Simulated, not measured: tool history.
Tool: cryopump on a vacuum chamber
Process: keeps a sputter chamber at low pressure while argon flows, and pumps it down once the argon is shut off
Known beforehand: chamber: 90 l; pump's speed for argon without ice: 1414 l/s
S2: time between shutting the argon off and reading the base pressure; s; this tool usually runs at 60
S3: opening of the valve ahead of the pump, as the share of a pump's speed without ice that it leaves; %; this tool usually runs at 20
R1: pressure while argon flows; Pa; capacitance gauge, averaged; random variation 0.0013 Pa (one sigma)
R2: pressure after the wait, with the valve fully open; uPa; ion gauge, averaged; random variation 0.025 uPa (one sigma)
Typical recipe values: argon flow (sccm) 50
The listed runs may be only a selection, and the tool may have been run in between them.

run 1 day=0 | argon_flow_(sccm)=50 S2=60 S3=20 | R1=0.2995 R2=2.6
run 2 day=1.333 | argon_flow_(sccm)=50 S2=60 S3=20 | R1=0.3008 R2=2.56
run 3 day=2.179 | argon_flow_(sccm)=50 S2=60 S3=20 | R1=0.3021 R2=2.59
run 4 day=3.85 | argon_flow_(sccm)=50 S2=60 S3=20 | R1=0.3045 R2=2.71
run 5 day=5.3 | argon_flow_(sccm)=50 S2=60 S3=20 | R1=0.3034 R2=2.76
run 6 day=6.088 | argon_flow_(sccm)=50 S2=60 S3=20 | R1=0.3039 R2=2.72
run 7 day=7.362 | argon_flow_(sccm)=50 S2=60 S3=20 | R1=0.3046 R2=2.79
run 8 day=8.725 | argon_flow_(sccm)=50 S2=60 S3=20 | R1=0.3083 R2=2.79
run 9 day=9.842 | argon_flow_(sccm)=40 S2=60 S3=20 | R1=0.2455 R2=2.83
run 10 day=11.412 | argon_flow_(sccm)=40 S2=143 S3=20 | R1=0.2468 R2=2.46
run 11 day=12.892 | argon_flow_(sccm)=80 S2=143 S3=31 | R1=0.3265 R2=2.46

Expected results for the next run?
run 12 day=14.4 | argon_flow_(sccm)=65 S2=60 S3=20 | R1=? R2=?

R1: 0.4057 Pa
R2: 2.98 uPa
Were there no unlogged condition in the tool, this run, its random variation unchanged, would have produced R1 0.3902 Pa, R2 0.99 uPa.
